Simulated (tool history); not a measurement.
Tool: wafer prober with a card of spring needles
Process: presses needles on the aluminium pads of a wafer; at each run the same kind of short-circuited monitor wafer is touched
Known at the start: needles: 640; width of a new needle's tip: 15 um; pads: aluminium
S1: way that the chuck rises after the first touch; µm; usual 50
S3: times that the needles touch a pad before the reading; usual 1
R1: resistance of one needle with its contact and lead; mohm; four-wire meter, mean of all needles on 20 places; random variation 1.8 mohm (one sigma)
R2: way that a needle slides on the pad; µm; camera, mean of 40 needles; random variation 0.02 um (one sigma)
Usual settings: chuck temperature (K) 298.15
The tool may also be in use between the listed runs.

{"run": 1, "day": 0.0, "S1": 50, "chuck temperature (K)": 298.15, "S3": 1, "R1": 182, "R2": 8.7}
{"day": 0.771, "done": "tips cleaned on abrasive film"}
{"run": 2, "day": 1.417, "S1": 50, "chuck temperature (K)": 298.15, "S3": 1, "R1": 188, "R2": 8.7}
{"day": 1.6, "done": "tips cleaned on abrasive film"}
{"day": 2.392, "done": "tips cleaned on abrasive film"}
{"run": 3, "day": 3.042, "S1": 50, "chuck temperature (K)": 298.15, "S3": 1, "R1": 187, "R2": 8.7}
{"day": 3.262, "done": "tips cleaned on abrasive film"}
{"day": 4.133, "done": "tips cleaned on abrasive film"}
{"run": 4, "day": 4.571, "S1": 50, "chuck temperature (K)": 298.15, "S3": 1, "R1": 187, "R2": 8.71}
{"day": 4.892, "done": "tips cleaned on abrasive film"}
{"run": 5, "day": 5.4, "S1": 50, "chuck temperature (K)": 298.15, "S3": 1, "R1": 186, "R2": 8.7}
{"day": 5.754, "done": "tips cleaned on abrasive film"}
{"run": 6, "day": 6.246, "S1": 50, "chuck temperature (K)": 298.15, "S3": 1, "R1": 186, "R2": 8.71}
{"day": 6.508, "done": "tips cleaned on abrasive film"}
{"day": 7.296, "done": "tips cleaned on abrasive film"}
{"day": 8.079, "done": "tips cleaned on abrasive film"}
{"run": 7, "day": 8.246, "S1": 50, "chuck temperature (K)": 298.15, "S3": 1, "R1": 184, "R2": 8.71}
{"day": 8.917, "done": "tips cleaned on abrasive film"}
{"run": 8, "day": 9.079, "S1": 50, "chuck temperature (K)": 298.15, "S3": 1, "R1": 184, "R2": 8.72}
{"day": 9.675, "done": "tips cleaned on abrasive film"}
{"day": 10.508, "done": "tips cleaned on abrasive film"}
{"run": 9, "day": 11.067, "S1": 50, "chuck temperature (K)": 298.15, "S3": 1, "R1": 188, "R2": 8.72}
{"day": 11.421, "done": "tips cleaned on abrasive film"}
{"day": 12.225, "done": "tips cleaned on abrasive film"}
{"run": 10, "day": 12.75, "S1": 50, "chuck temperature (K)": 298.15, "S3": 1, "R1": 187, "R2": 8.78}
{"day": 13.046, "done": "tips cleaned on abrasive film"}
{"day": 13.888, "done": "tips cleaned on abrasive film"}
{"run": 11, "day": 14.517, "S1": 50, "chuck temperature (K)": 298.15, "S3": 1, "R1": 185, "R2": 8.78}
{"day": 14.617, "done": "height of the first contact set anew"}
{"day": 14.762, "done": "tips cleaned on abrasive film"}
{"day": 15.55, "done": "tips cleaned on abrasive film"}
{"day": 16.321, "done": "tips cleaned on abrasive film"}
{"run": 12, "day": 16.321, "S1": 50, "chuck temperature (K)": 298.15, "S3": 1, "R1": 184, "R2": 8.76}
{"day": 17.2, "done": "tips cleaned on abrasive film"}
{"run": 13, "day": 17.925, "S1": 50, "chuck temperature (K)": 298.15, "S3": 1, "R1": 188, "R2": 8.76}
{"day": 18.088, "done": "tips cleaned on abrasive film"}
{"day": 18.954, "done": "tips cleaned on abrasive film"}
{"day": 19.721, "done": "tips cleaned on abrasive film"}
{"run": 14, "day": 19.892, "S1": 50, "chuck temperature (K)": 298.15, "S3": 1, "R1": 185, "R2": 8.78}
{"day": 20.533, "done": "tips cleaned on abrasive film"}
{"day": 21.312, "done": "tips cleaned on abrasive film"}
{"run": 15, "day": 21.817, "S1": 50, "chuck temperature (K)": 298.15, "S3": 1, "R1": 187, "R2": 8.74}
{"day": 22.1, "done": "tips cleaned on abrasive film"}
{"day": 22.908, "done": "tips cleaned on abrasive film"}
{"run": 16, "day": 23.104, "S1": 34, "chuck temperature (K)": 303.15, "S3": 2, "R1": 190, "R2": 5.98}
{"day": 23.704, "done": "tips cleaned on abrasive film"}
{"run": 17, "day": 24.238, "S1": 63, "chuck temperature (K)": 303.15, "S3": 2, "R1": 188, "R2": 11.12}
{"day": 24.521, "done": "tips cleaned on abrasive film"}
{"day": 25.433, "done": "tips cleaned on abrasive film"}
{"run": 18, "day": 26.179, "S1": 63, "chuck temperature (K)": 303.15, "S3": 2, "R1": 187, "R2": 11.1}
{"day": 26.371, "done": "tips cleaned on abrasive film"}
{"day": 27.204, "done": "tips cleaned on abrasive film"}
{"day": 27.975, "done": "tips cleaned on abrasive film"}
{"run": 19, "day": 27.975, "S1": 63, "chuck temperature (K)": 303.15, "S3": 2, "R1": 186, "R2": 11.12}
{"day": 28.767, "done": "tips cleaned on abrasive film"}
{"run": 20, "day": 29.079, "S1": 63, "chuck temperature (K)": 303.15, "S3": 2, "R1": 186, "R2": 11.09}
{"day": 29.533, "done": "tips cleaned on abrasive film"}
{"run": 21, "day": 30.246, "S1": 41, "chuck temperature (K)": 390.15, "S3": 2, "R1": 207, "R2": 7.23}
{"day": 30.375, "done": "tips cleaned on abrasive film"}
{"day": 31.225, "done": "tips cleaned on abrasive film"}
{"run": 22, "day": 31.65, "S1": 49, "chuck temperature (K)": 298.15, "S3": 2, "R1": 185, "R2": 8.63}
{"day": 32.042, "done": "tips cleaned on abrasive film"}
{"day": 32.883, "done": "tips cleaned on abrasive film"}
{"run": 23, "day": 33.571, "S1": 50, "chuck temperature (K)": 298.15, "S3": 1, "R1": 186, "R2": 8.82}
{"day": 33.729, "done": "tips cleaned on abrasive film"}
{"day": 34.521, "done": "tips cleaned on abrasive film"}
{"run": 24, "day": 35.175, "S1": 35, "chuck temperature (K)": 298.15, "S3": 2, "R1": 191, "R2": 6.2}
{"day": 35.304, "done": "tips cleaned on abrasive film"}
{"day": 36.079, "done": "tips cleaned on abrasive film"}
{"day": 36.267, "done": "height of the first contact set anew"}
{"day": 36.917, "done": "tips cleaned on abrasive film"}
{"run": 25, "day": 37.125, "S1": 55, "chuck temperature (K)": 298.15, "S3": 2, "R1": 185, "R2": 9.77}
{"day": 37.783, "done": "tips cleaned on abrasive film"}
{"day": 38.6, "done": "tips cleaned on abrasive film"}
{"run": 26, "day": 39.108, "S1": 40, "chuck temperature (K)": 350.15, "S3": 2, "R1": 198, "R2": 7.08}
{"day": 39.471, "done": "tips cleaned on abrasive film"}
{"run": 27, "day": 39.958, "S1": 40, "chuck temperature (K)": 336.15, "S3": 2, "R1": 196, "R2": 7.15}
{"day": 40.329, "done": "tips cleaned on abrasive film"}
{"day": 41.112, "done": "tips cleaned on abrasive film"}
{"run": 28, "day": 41.5, "S1": 40, "chuck temperature (K)": 336.15, "S3": 2, "R1": 193, "R2": 7.13}
{"day": 41.917, "done": "tips cleaned on abrasive film"}
{"day": 42.788, "done": "tips cleaned on abrasive film"}
{"run": 29, "day": 43.35, "S1": 40, "chuck temperature (K)": 336.15, "S3": 2, "R1": 196, "R2": 7.12}

Forecast each of these 3 alternatives for the next run:
{"day": 43.662, "done": "tips cleaned on abrasive film"}
{"day": 44.567, "done": "tips cleaned on abrasive film"}
{"run": "A", "day": 44.604, "S1": 48, "chuck temperature (K)": 336.15, "S3": 1, "R1": "?", "R2": "?"}
{"day": 43.662, "done": "tips cleaned on abrasive film"}
{"day": 44.567, "done": "tips cleaned on abrasive film"}
{"run": "B", "day": 44.604, "S1": 41, "chuck temperature (K)": 298.15, "S3": 1, "R1": "?", "R2": "?"}
{"day": 43.662, "done": "tips cleaned on abrasive film"}
{"day": 44.567, "done": "tips cleaned on abrasive film"}
{"run": "C", "day": 44.604, "S1": 50, "chuck temperature (K)": 312.15, "S3": 1, "R1": "?", "R2": "?"}

run=A R1=196 R2=8.51
run=B R1=185 R2=7.29
run=C R1=191 R2=8.87
Without the tool's hidden state the same runs would have given:
run=A R1=196 R2=8.32
run=B R1=185 R2=7.13
run=C R1=191 R2=8.67
